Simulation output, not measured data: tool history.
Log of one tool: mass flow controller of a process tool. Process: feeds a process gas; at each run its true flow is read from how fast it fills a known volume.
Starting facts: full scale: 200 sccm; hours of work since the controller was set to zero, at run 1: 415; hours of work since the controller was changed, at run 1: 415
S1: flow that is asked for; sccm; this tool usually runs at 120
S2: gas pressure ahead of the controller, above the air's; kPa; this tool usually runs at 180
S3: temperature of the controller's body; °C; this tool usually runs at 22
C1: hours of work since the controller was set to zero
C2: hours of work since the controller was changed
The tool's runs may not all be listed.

Run 1, hour 0.0: usual settings; C1 415; C2 415. Result: true flow (%) 98.67.
Run 2, hour 69.2: usual settings but S1 70 sccm; C1 469; C2 469. Result: true flow (%) 98.14.
Run 3, hour 146.7: usual settings but S3 38 °C; C1 530; C2 530. Result: true flow (%) 100.56.
Run 4, hour 227.9: usual settings but S3 38 °C; C1 594; C2 594. Result: true flow (%) 100.61.
Run 5, hour 271.7: usual settings but S3 38 °C; C1 628; C2 628. Result: true flow (%) 100.68.
Run 6, hour 360.7: usual settings but S2 161 kPa, S3 38 °C; C1 698; C2 698. Result: true flow (%) 100.74.
Run 7, hour 439.2: usual settings but S1 29 sccm, S2 179 kPa, S3 32 °C; C1 759; C2 759. Result: true flow (%) 99.05.
Run 8, hour 514.4: usual settings but S1 60 sccm, S2 151 kPa; C1 818; C2 818. Result: true flow (%) 98.23.
Run 9, hour 585.9: usual settings but S1 24 sccm, S2 225 kPa; C1 874; C2 874. Result: true flow (%) 98.24.
Run 10, hour 653.4: usual settings but S1 24 sccm, S2 225 kPa; C1 927; C2 927. Result: true flow (%) 98.12.
Run 11, hour 722.5: usual settings but S1 24 sccm, S2 225 kPa; C1 981; C2 981. Result: true flow (%) 98.30.
Run 12, hour 811.3: usual settings but S1 24 sccm, S2 225 kPa; C1 1051; C2 1051. Result: true flow (%) 98.41.

Consider 3 possible next runs. They are alternatives, not a sequence: every one starts from the tool as it was left by run 12. What does each give?
Run A, hour 886.7: usual settings but S1 44 sccm, S2 192 kPa, S3 21 °C; C1 1110; C2 1110. Result: true flow (%) ?.
Run B, hour 886.7: usual settings but S1 27 sccm, S3 25 °C; C1 1110; C2 1110. Result: true flow (%) ?.
Run C, hour 886.7: usual settings but S1 24 sccm, S2 276 kPa, S3 38 °C; C1 1110; C2 1110. Result: true flow (%) ?.

run  true flow (%)
  A          98.38
  B          98.74
  C         100.41
With the hidden condition removed and each run's random variation left untouched, the same runs would have given:
run  true flow (%)
  A          97.69
  B          98.05
  C          99.71

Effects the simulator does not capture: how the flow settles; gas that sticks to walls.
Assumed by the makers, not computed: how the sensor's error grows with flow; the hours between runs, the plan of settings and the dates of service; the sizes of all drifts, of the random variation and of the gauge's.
